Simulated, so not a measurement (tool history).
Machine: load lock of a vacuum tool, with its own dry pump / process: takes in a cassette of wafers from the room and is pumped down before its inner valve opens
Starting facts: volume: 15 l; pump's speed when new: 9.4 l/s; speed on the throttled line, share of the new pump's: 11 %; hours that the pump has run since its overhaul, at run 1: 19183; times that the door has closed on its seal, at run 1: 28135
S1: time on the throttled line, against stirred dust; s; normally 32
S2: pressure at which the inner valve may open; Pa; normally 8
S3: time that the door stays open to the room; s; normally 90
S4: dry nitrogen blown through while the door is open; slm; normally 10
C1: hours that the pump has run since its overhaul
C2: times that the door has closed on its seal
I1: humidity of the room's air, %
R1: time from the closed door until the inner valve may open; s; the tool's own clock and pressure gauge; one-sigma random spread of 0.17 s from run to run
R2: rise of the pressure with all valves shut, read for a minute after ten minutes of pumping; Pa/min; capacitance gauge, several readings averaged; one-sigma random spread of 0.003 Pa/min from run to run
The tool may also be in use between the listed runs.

run 1 hour=0 | S1=32 S2=8 S3=90 S4=10 | C1=19183 C2=28135 | I1=44.2 | R1=44 R2=0.056
run 2 hour=627.2 | S1=32 S2=8 S3=90 S4=10 | C1=19811 C2=29257 | I1=42.2 | R1=43.4 R2=0.046
run 3 hour=1248.4 | S1=32 S2=8 S3=90 S4=10 | C1=20432 C2=30369 | I1=45.4 | R1=43.6 R2=0.054
run 4 hour=1829.1 | S1=32 S2=8 S3=90 S4=10 | C1=21012 C2=31408 | I1=49.3 | R1=43.6 R2=0.051
run 5 hour=2439.5 | S1=32 S2=8 S3=90 S4=10 | C1=21623 C2=32501 | I1=48.5 | R1=43.9 R2=0.049
run 6 hour=2850.6 | S1=32 S2=11 S3=90 S4=10 | C1=22034 C2=33236 | I1=43.8 | R1=43.2 R2=0.043
run 7 hour=3194.2 | S1=32 S2=8 S3=90 S4=10 | C1=22378 C2=33851 | I1=44.7 | R1=43.6 R2=0.05
run 8 hour=3489.1 | S1=32 S2=8 S3=90 S4=10 | C1=22673 C2=34379 | I1=45.5 | R1=43.6 R2=0.05
-- hour=4027.9 dry pump taken out, an overhauled one fitted
run 9 hour=4084.8 | S1=18 S2=8 S3=90 S4=10 | C1=57 C2=35434 | I1=42.7 | R1=31.2 R2=0.048
run 10 hour=4359.7 | S1=55 S2=8 S3=90 S4=10 | C1=332 C2=35926 | I1=44 | R1=64.2 R2=0.046
run 11 hour=4859.3 | S1=55 S2=8 S3=37 S4=10 | C1=831 C2=36820 | I1=44.8 | R1=64.4 R2=0.038
run 12 hour=5178.2 | S1=55 S2=8 S3=37 S4=10 | C1=1150 C2=37391 | I1=42.8 | R1=64.2 R2=0.034
run 13 hour=5748.1 | S1=55 S2=8 S3=37 S4=10 | C1=1720 C2=38411 | I1=43.5 | R1=64.3 R2=0.037
run 14 hour=6241.4 | S1=32 S2=8 S3=90 S4=10 | C1=2214 C2=39293 | I1=45.4 | R1=43.8 R2=0.051
run 15 hour=6768.2 | S1=32 S2=8 S3=90 S4=10 | C1=2740 C2=40236 | I1=47.5 | R1=43.9 R2=0.056
run 16 hour=7277 | S1=32 S2=8 S3=169 S4=10 | C1=3249 C2=41147 | I1=43.5 | R1=43.7 R2=0.061
run 17 hour=7668.1 | S1=32 S2=8 S3=90 S4=7 | C1=3640 C2=41846 | I1=44.7 | R1=43.9 R2=0.05
run 18 hour=8026.6 | S1=32 S2=8 S3=90 S4=7 | C1=3999 C2=42488 | I1=45.6 | R1=43.8 R2=0.05
run 19 hour=8683.9 | S1=32 S2=10 S3=158 S4=6 | C1=4656 C2=43664 | I1=42.8 | R1=43.2 R2=0.066
run 20 hour=9224.1 | S1=22 S2=9 S3=159 S4=30 | C1=5196 C2=44631 | I1=45.5 | R1=34.5 R2=0.053
-- hour=9501.7 door's seal changed, seat wiped
run 21 hour=9771.4 | S1=22 S2=9 S3=159 S4=30 | C1=5742 C2=482 | I1=45.4 | R1=34.6 R2=0.045

Run 22 has not been measured yet. What should we expect?
run 22 hour=10364.6 | S1=16 S2=7 S3=52 S4=14 | C1=6335 C2=1544 | I1=47 | R1=? R2=?

R1: 29.6 s
R2: 0.031 Pa/min
Had the tool carried no hidden state, the very same run would have given R1 29.6 s, R2 0.031 Pa/min.
